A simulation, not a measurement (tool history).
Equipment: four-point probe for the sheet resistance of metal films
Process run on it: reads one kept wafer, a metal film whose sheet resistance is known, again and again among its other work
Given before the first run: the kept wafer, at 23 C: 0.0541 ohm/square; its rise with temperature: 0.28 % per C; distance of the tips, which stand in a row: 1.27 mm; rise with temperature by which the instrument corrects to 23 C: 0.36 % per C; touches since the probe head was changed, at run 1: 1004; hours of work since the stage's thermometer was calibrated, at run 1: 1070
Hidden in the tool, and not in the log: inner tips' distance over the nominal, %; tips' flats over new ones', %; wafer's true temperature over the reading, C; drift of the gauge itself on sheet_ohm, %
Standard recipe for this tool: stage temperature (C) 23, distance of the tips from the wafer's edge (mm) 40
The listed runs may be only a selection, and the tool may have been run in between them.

run,hour,stage temperature (C),distance of the tips from the wafer's edge (mm),touches since the probe head was changed,hours of work since the stage's thermometer was calibrated,sheet resistance as the instrument gives it (ohm/square)
1,0,23,40,1004,1070,0.054294
2,20.2,23,40,1410,1078,0.054313
3,29.3,21,40,1591,1081,0.05439
4,44.5,23,40,1896,1087,0.054305
5,60.3,23,40,2214,1094,0.054299
6,80.5,23,7,2619,1102,0.055235
7,92.8,23,14,2865,1107,0.054524
8,110.3,23,14,3217,1114,0.054523
9,119.3,24,55,3398,1118,0.05425
10,139,24,55,3794,1126,0.05425
11,159.4,21,22,4202,1134,0.054464
12,170.7,32,14,4428,1138,0.054144

Consider 4 possible next runs. They are alternatives, not a sequence: every one starts from the tool as it was left by run 12. What does each give?
A,183.1,24,46,4677,1143,?
B,183.1,25,8,4677,1143,?
C,183.1,19,40,4677,1143,?
D,183.1,23,34,4677,1143,?

run,sheet resistance as the instrument gives it (ohm/square)
A,0.054253
B,0.054932
C,0.054483
D,0.054321
With no hidden state in the tool, these same runs would have given:
run,sheet resistance as the instrument gives it (ohm/square)
A,0.054072
B,0.054749
C,0.054301
D,0.05414
